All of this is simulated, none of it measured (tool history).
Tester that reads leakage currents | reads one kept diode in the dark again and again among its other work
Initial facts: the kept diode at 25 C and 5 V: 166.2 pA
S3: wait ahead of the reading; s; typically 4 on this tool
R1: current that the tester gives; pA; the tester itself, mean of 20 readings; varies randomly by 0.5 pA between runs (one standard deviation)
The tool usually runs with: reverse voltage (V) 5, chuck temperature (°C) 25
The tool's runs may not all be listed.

{"run": 1, "hour": 0.0, "reverse voltage (V)": 5, "chuck temperature (°C)": 25, "S3": 4, "R1": 177.85}
{"run": 2, "hour": 64.9, "reverse voltage (V)": 5, "chuck temperature (°C)": 25, "S3": 4, "R1": 179.09}
{"run": 3, "hour": 139.1, "reverse voltage (V)": 5, "chuck temperature (°C)": 25, "S3": 4, "R1": 180.31}
{"run": 4, "hour": 203.3, "reverse voltage (V)": 6.27, "chuck temperature (°C)": 25, "S3": 4, "R1": 201.29}
{"run": 5, "hour": 263.7, "reverse voltage (V)": 6.27, "chuck temperature (°C)": 25, "S3": 4, "R1": 200.46}
{"hour": 276.2, "done": "probe card cleaned and baked"}
{"run": 6, "hour": 330.1, "reverse voltage (V)": 6.27, "chuck temperature (°C)": 25, "S3": 4, "R1": 182.66}
{"run": 7, "hour": 432.6, "reverse voltage (V)": 6.27, "chuck temperature (°C)": 25, "S3": 4, "R1": 184.28}
{"run": 8, "hour": 500.9, "reverse voltage (V)": 6.27, "chuck temperature (°C)": 25, "S3": 4, "R1": 185.01}
{"run": 9, "hour": 599.6, "reverse voltage (V)": 5, "chuck temperature (°C)": 25, "S3": 4, "R1": 170.15}
{"run": 10, "hour": 659.5, "reverse voltage (V)": 5, "chuck temperature (°C)": 25, "S3": 4, "R1": 170.53}
{"run": 11, "hour": 759.6, "reverse voltage (V)": 7.19, "chuck temperature (°C)": 29, "S3": 3.23, "R1": 275.46}
{"run": 12, "hour": 841.4, "reverse voltage (V)": 2.68, "chuck temperature (°C)": 23, "S3": 0.68, "R1": 113.66}
{"run": 13, "hour": 927.8, "reverse voltage (V)": 2.09, "chuck temperature (°C)": 25, "S3": 4, "R1": 120.15}
{"run": 14, "hour": 1016.6, "reverse voltage (V)": 3.4, "chuck temperature (°C)": 25, "S3": 8.55, "R1": 147.92}
{"run": 15, "hour": 1120.6, "reverse voltage (V)": 1.41, "chuck temperature (°C)": 25, "S3": 2.15, "R1": 102.8}
{"run": 16, "hour": 1232.3, "reverse voltage (V)": 13.33, "chuck temperature (°C)": 57, "S3": 0.7, "R1": 2820.87}
{"run": 17, "hour": 1313.6, "reverse voltage (V)": 13.33, "chuck temperature (°C)": 57, "S3": 0.7, "R1": 2841.03}
{"run": 18, "hour": 1425.8, "reverse voltage (V)": 1.3, "chuck temperature (°C)": 45, "S3": 7.27, "R1": 467.14}
{"hour": 1505.5, "done": "tester calibrated"}
{"run": 19, "hour": 1520.9, "reverse voltage (V)": 4.63, "chuck temperature (°C)": 25, "S3": 0.46, "R1": 180.78}
{"run": 20, "hour": 1591.8, "reverse voltage (V)": 5.48, "chuck temperature (°C)": 42, "S3": 2.89, "R1": 706.23}

Branching from run 20: 3 alternative next runs. What would each branch give?
{"run": "A", "hour": 1648.1, "reverse voltage (V)": 16.31, "chuck temperature (°C)": 25, "S3": 4, "R1": "?"}
{"run": "B", "hour": 1648.1, "reverse voltage (V)": 19.29, "chuck temperature (°C)": 59, "S3": 0.35, "R1": "?"}
{"run": "C", "hour": 1648.1, "reverse voltage (V)": 5, "chuck temperature (°C)": 25, "S3": 4, "R1": "?"}

run=A R1=312.39
run=B R1=3900.87
run=C R1=186.4
Without the tool's hidden state the same runs would have given:
run=A R1=272.72
run=B R1=3633.18
run=C R1=167.07
